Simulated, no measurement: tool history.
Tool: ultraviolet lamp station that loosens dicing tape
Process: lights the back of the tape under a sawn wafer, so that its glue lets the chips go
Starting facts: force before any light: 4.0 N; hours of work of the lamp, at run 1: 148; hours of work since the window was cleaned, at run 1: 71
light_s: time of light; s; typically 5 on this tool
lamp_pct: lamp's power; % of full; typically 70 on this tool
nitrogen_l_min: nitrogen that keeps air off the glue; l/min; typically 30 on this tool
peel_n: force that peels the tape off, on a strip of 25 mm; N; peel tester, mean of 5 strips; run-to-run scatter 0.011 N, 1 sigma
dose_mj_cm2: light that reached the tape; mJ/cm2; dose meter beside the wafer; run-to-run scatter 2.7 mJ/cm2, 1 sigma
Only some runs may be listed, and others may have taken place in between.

run,hour,light_s,lamp_pct,nitrogen_l_min,hours of work of the lamp,hours of work since the window was cleaned,peel_n,dose_mj_cm2
1,0.0,5,70,30,148,71,0.575,348
2,8.7,5,70,30,154,77,0.572,345
3,16.4,5,70,30,160,83,0.577,344
4,21.7,5,70,30,164,87,0.581,342
5,30.7,5,70,30,171,94,0.582,340
6,35.2,5,70,30,174,97,0.558,341
7,44.6,2,70,30,181,104,1.794,137
8,53.8,2,70,30,188,111,1.788,137
9,63.4,2,70,30,195,118,1.833,133
10,71.2,5,70,30,201,124,0.582,335
11,81.5,5,74,30,209,132,0.527,360
12,90.4,5,70,30,216,139,0.590,341
13,95.5,5,70,30,219,143,0.587,335
14,100.2,5,70,30,223,146,0.601,337
15,106.3,5,70,30,228,151,0.611,336
16,110.8,3,70,30,231,154,1.239,200
17,116.1,3,70,40,235,158,1.190,200
18,126.5,3,70,13,243,166,1.574,199
19,134.6,3,70,13,249,172,1.565,204
20,139.9,3,82,13,253,176,1.329,233
21,148.5,3,98,13,259,182,1.114,279
22,153.0,3,81,21,263,186,1.182,229
23,160.0,3,81,21,268,191,1.187,230
24,169.2,3,81,21,275,198,1.175,228
25,178.4,6,67,24,282,205,0.531,375
26,184.7,9,94,12,286,210,0.156,797
27,194.2,9,94,12,294,217,0.143,791
# hour 195.5: window cleaned of glue's vapour
28,199.5,9,94,12,297,3,0.152,790
29,208.4,5,86,30,304,10,0.452,399
30,212.9,5,90,30,307,13,0.391,412
31,223.1,5,79,14,315,21,0.693,367
32,233.0,5,79,14,323,28,0.727,364
33,238.4,4,70,13,327,32,1.220,253
# hour 241.2: window cleaned of glue's vapour, once more
34,245.8,4,80,45,332,3,0.599,313
35,250.6,4,66,45,335,7,0.803,254
36,259.1,4,76,21,342,13,0.835,296
37,265.4,4,76,21,347,18,0.829,295
38,273.2,4,76,21,352,24,0.870,295
39,283.2,4,76,21,360,32,0.879,293
40,293.6,7,96,30,368,39,0.146,645
41,302.2,7,96,30,374,46,0.139,639

What will run 42 give?
42,311.0,7,96,30,381,53,?,?

peel_n: 0.137 N
dose_mj_cm2: 642 mJ/cm2
With no hidden state in the tool, this same run would have given peel_n 0.112 N, dose_mj_cm2 698 mJ/cm2.
